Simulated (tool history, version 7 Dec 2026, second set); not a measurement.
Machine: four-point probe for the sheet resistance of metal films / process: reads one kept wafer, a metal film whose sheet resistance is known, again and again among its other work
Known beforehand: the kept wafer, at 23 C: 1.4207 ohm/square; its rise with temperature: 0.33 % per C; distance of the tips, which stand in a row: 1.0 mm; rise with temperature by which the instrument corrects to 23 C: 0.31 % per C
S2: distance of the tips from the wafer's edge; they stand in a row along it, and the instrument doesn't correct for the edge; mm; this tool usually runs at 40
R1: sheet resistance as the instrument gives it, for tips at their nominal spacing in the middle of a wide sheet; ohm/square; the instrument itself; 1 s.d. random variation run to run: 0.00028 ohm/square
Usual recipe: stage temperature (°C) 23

{"run": 1, "hour": 0.0, "stage temperature (°C)": 23, "S2": 40, "R1": 1.424116}
{"run": 2, "hour": 35.9, "stage temperature (°C)": 23, "S2": 40, "R1": 1.424283}
{"run": 3, "hour": 74.5, "stage temperature (°C)": 23, "S2": 40, "R1": 1.42375}
{"run": 4, "hour": 108.7, "stage temperature (°C)": 23, "S2": 40, "R1": 1.42446}
{"run": 5, "hour": 149.8, "stage temperature (°C)": 23, "S2": 7, "R1": 1.438791}
{"run": 6, "hour": 190.1, "stage temperature (°C)": 23, "S2": 40, "R1": 1.423983}
{"run": 7, "hour": 241.2, "stage temperature (°C)": 23, "S2": 40, "R1": 1.424012}
{"run": 8, "hour": 266.9, "stage temperature (°C)": 23, "S2": 40, "R1": 1.424318}
{"run": 9, "hour": 312.0, "stage temperature (°C)": 23, "S2": 9, "R1": 1.433036}
{"run": 10, "hour": 341.2, "stage temperature (°C)": 23, "S2": 9, "R1": 1.432945}
{"run": 11, "hour": 391.1, "stage temperature (°C)": 23, "S2": 35, "R1": 1.424436}
{"run": 12, "hour": 415.1, "stage temperature (°C)": 23, "S2": 35, "R1": 1.42418}
{"run": 13, "hour": 459.7, "stage temperature (°C)": 23, "S2": 35, "R1": 1.424388}
{"run": 14, "hour": 497.5, "stage temperature (°C)": 23, "S2": 35, "R1": 1.424623}
{"run": 15, "hour": 532.2, "stage temperature (°C)": 23, "S2": 16, "R1": 1.425995}
{"hour": 536.7, "done": "stage's thermometer calibrated"}
{"run": 16, "hour": 576.7, "stage temperature (°C)": 23, "S2": 45, "R1": 1.424432}
{"run": 17, "hour": 612.9, "stage temperature (°C)": 26, "S2": 6, "R1": 1.445715}
{"run": 18, "hour": 662.3, "stage temperature (°C)": 26, "S2": 38, "R1": 1.425772}
{"run": 19, "hour": 697.7, "stage temperature (°C)": 22, "S2": 30, "R1": 1.424157}
{"run": 20, "hour": 738.3, "stage temperature (°C)": 21, "S2": 16, "R1": 1.425832}
{"run": 21, "hour": 763.4, "stage temperature (°C)": 23, "S2": 21, "R1": 1.425043}
{"hour": 770.1, "done": "stage's thermometer calibrated, once more"}
{"run": 22, "hour": 812.8, "stage temperature (°C)": 23, "S2": 36, "R1": 1.4233}
{"run": 23, "hour": 841.8, "stage temperature (°C)": 32, "S2": 3, "R1": 1.506575}
{"run": 24, "hour": 890.5, "stage temperature (°C)": 29, "S2": 46, "R1": 1.425314}
{"run": 25, "hour": 918.7, "stage temperature (°C)": 24, "S2": 36, "R1": 1.42348}
{"run": 26, "hour": 965.5, "stage temperature (°C)": 24, "S2": 36, "R1": 1.423951}
{"run": 27, "hour": 987.1, "stage temperature (°C)": 24, "S2": 36, "R1": 1.423977}
{"run": 28, "hour": 1019.1, "stage temperature (°C)": 24, "S2": 36, "R1": 1.423963}

What will run 29 give?
{"run": 29, "hour": 1070.4, "stage temperature (°C)": 23, "S2": 10, "R1": "?"}

{"run 29": {"R1": 1.430551}}
Were there no unlogged condition in the tool, this run, its random variation unchanged, would have produced R1 1.428146 ohm/square.
